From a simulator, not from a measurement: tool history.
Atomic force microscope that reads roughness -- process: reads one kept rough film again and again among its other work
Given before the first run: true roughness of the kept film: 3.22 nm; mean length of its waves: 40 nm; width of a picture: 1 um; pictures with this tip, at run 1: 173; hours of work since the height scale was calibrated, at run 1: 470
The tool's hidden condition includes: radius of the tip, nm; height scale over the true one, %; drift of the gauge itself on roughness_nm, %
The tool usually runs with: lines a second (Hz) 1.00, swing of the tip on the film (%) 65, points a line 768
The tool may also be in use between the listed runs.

| run | day | lines a second (Hz) | swing of the tip on the film (%) | points a line | pictures with this tip | hours of work since the height scale was calibrated | roughness of the kept film (nm (root mean square)) |
|---|---|---|---|---|---|---|---|
| 1 | 0.000 | 1.00 | 65 | 768 | 173 | 470 | 2.884 |
| 2 | 0.583 | 1.00 | 65 | 768 | 187 | 479 | 2.905 |
| 3 | 1.196 | 0.80 | 65 | 768 | 201 | 487 | 2.915 |
| 4 | 1.633 | 0.62 | 65 | 768 | 211 | 494 | 2.898 |
| 5 | 2.358 | 1.65 | 65 | 768 | 227 | 504 | 2.813 |
| 6 | 2.958 | 1.00 | 65 | 768 | 241 | 512 | 2.868 |
| 7 | 3.929 | 1.00 | 65 | 768 | 263 | 526 | 2.849 |
| 8 | 4.517 | 1.00 | 65 | 768 | 276 | 534 | 2.851 |
| 9 | 5.283 | 1.00 | 75 | 768 | 294 | 545 | 2.758 |
| 10 | 5.783 | 1.00 | 65 | 447 | 305 | 552 | 2.815 |
|  | 6.079 | new tip fitted |
| 11 | 6.304 | 1.00 | 77 | 768 | 6 | 559 | 2.874 |
| 12 | 6.792 | 1.00 | 65 | 768 | 17 | 566 | 2.953 |
| 13 | 7.317 | 1.00 | 65 | 768 | 29 | 574 | 2.977 |
| 14 | 8.071 | 1.00 | 65 | 768 | 46 | 584 | 2.937 |
| 15 | 8.500 | 1.00 | 65 | 768 | 56 | 590 | 2.948 |
| 16 | 9.400 | 1.00 | 65 | 768 | 76 | 603 | 2.939 |
| 17 | 9.925 | 1.00 | 65 | 768 | 88 | 611 | 2.929 |
| 18 | 10.762 | 1.00 | 58 | 768 | 107 | 623 | 2.949 |
| 19 | 11.271 | 1.00 | 58 | 768 | 119 | 630 | 2.944 |
| 20 | 11.750 | 1.00 | 58 | 768 | 130 | 636 | 2.949 |
|  | 11.838 | height scale calibrated on a step standard |
| 21 | 12.583 | 1.70 | 58 | 768 | 148 | 11 | 2.862 |
| 22 | 13.246 | 1.70 | 58 | 768 | 163 | 20 | 2.853 |
| 23 | 14.012 | 3.72 | 56 | 371 | 180 | 31 | 2.776 |
| 24 | 14.762 | 3.72 | 85 | 625 | 197 | 41 | 2.211 |
|  | 15.567 | height scale calibrated on a step standard, once more |
| 25 | 15.792 | 1.29 | 66 | 1008 | 220 | 3 | 2.867 |
| 26 | 16.717 | 1.29 | 70 | 494 | 241 | 16 | 2.848 |
| 27 | 17.392 | 1.29 | 70 | 494 | 256 | 26 | 2.776 |
| 28 | 18.283 | 3.43 | 65 | 428 | 276 | 38 | 2.671 |
| 29 | 19.150 | 3.43 | 65 | 428 | 296 | 51 | 2.661 |
|  | 19.767 | new tip fitted |
| 30 | 19.775 | 2.10 | 65 | 992 | 0 | 59 | 2.919 |
| 31 | 20.338 | 1.00 | 74 | 403 | 13 | 67 | 2.934 |
| 32 | 21.283 | 3.70 | 75 | 767 | 34 | 81 | 2.556 |
| 33 | 21.829 | 2.22 | 60 | 550 | 47 | 88 | 2.944 |
| 34 | 22.383 | 0.77 | 81 | 550 | 59 | 96 | 2.905 |
| 35 | 23.346 | 1.14 | 69 | 617 | 81 | 110 | 2.928 |
| 36 | 23.879 | 1.14 | 69 | 617 | 94 | 117 | 2.907 |
| 37 | 24.412 | 3.53 | 89 | 445 | 106 | 125 | 2.187 |
| 38 | 24.950 | 3.53 | 89 | 445 | 118 | 133 | 2.189 |
| 39 | 25.967 | 0.87 | 88 | 768 | 141 | 147 | 2.782 |
| 40 | 26.904 | 2.14 | 70 | 632 | 162 | 160 | 2.755 |
| 41 | 27.608 | 1.00 | 56 | 628 | 179 | 170 | 2.945 |

Forecast each of these 3 alternatives for the next run:
| A | 28.117 | 1.00 | 75 | 768 | 190 | 177 | ? |
| B | 28.117 | 1.30 | 88 | 612 | 190 | 177 | ? |
| C | 28.117 | 1.00 | 78 | 768 | 190 | 177 | ? |

| run | roughness of the kept film (nm (root mean square)) |
|---|---|
| A | 2.833 |
| B | 2.644 |
| C | 2.788 |
Take away the tool's hidden state, keep each run's random variation, and the runs would have read:
| run | roughness of the kept film (nm (root mean square)) |
|---|---|
| A | 2.926 |
| B | 2.730 |
| C | 2.878 |
